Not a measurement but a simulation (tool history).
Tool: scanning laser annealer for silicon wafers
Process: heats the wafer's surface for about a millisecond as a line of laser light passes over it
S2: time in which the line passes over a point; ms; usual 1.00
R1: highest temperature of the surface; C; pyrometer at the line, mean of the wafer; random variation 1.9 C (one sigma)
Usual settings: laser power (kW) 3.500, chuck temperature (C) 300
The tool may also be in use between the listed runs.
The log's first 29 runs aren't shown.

Run 30, hour 556.9: usual settings but laser power (kW) 3.580, S2 1.05 ms, chuck temperature (C) 273. Result: R1 1106 C.
Run 31, hour 584.9: usual settings but laser power (kW) 3.580, S2 1.05 ms, chuck temperature (C) 273. Result: R1 1102 C.
Run 32, hour 596.7: usual settings but laser power (kW) 3.580, S2 1.05 ms, chuck temperature (C) 273. Result: R1 1104 C.
Run 33, hour 618.6: usual settings but chuck temperature (C) 288. Result: R1 1074 C.
Run 34, hour 645.5: usual settings but laser power (kW) 3.527, chuck temperature (C) 308. Result: R1 1101 C.
Run 35, hour 664.1: usual settings but laser power (kW) 3.075, S2 0.90 ms, chuck temperature (C) 298. Result: R1 925 C.
Run 36, hour 683.2: usual settings but laser power (kW) 3.788, S2 1.23 ms. Result: R1 1270 C.
Run 37, hour 701.5: usual settings but laser power (kW) 3.364, S2 0.70 ms. Result: R1 904 C.
Run 38, hour 720.6: usual settings but laser power (kW) 3.364, S2 0.78 ms, chuck temperature (C) 282. Result: R1 924 C.
Run 39, hour 732.8: usual settings but laser power (kW) 3.691, S2 0.98 ms, chuck temperature (C) 313. Result: R1 1134 C.
Run 40, hour 754.4: usual settings but laser power (kW) 3.691, S2 0.98 ms, chuck temperature (C) 313. Result: R1 1130 C.

5 ways to go on from here, each from the tool as it stands after run 40. What would each give?
Run A, hour 777.4: usual settings but laser power (kW) 3.373, S2 0.72 ms, chuck temperature (C) 270. Result: R1 ?.
Run B, hour 777.4: usual settings but laser power (kW) 3.691, S2 0.99 ms, chuck temperature (C) 313. Result: R1 ?.
Run C, hour 777.4: usual settings but laser power (kW) 3.691, S2 0.99 ms, chuck temperature (C) 271. Result: R1 ?.
Run D, hour 777.4: usual settings but laser power (kW) 3.530, S2 0.72 ms, chuck temperature (C) 277. Result: R1 ?.
Run E, hour 777.4: usual settings but laser power (kW) 3.208, S2 1.10 ms, chuck temperature (C) 330. Result: R1 ?.

run    R1
  A   884
  B  1134
  C  1094
  D   927
  E  1068
Without the tool's hidden state the same runs would have given:
run    R1
  A   925
  B  1189
  C  1149
  D   971
  E  1117
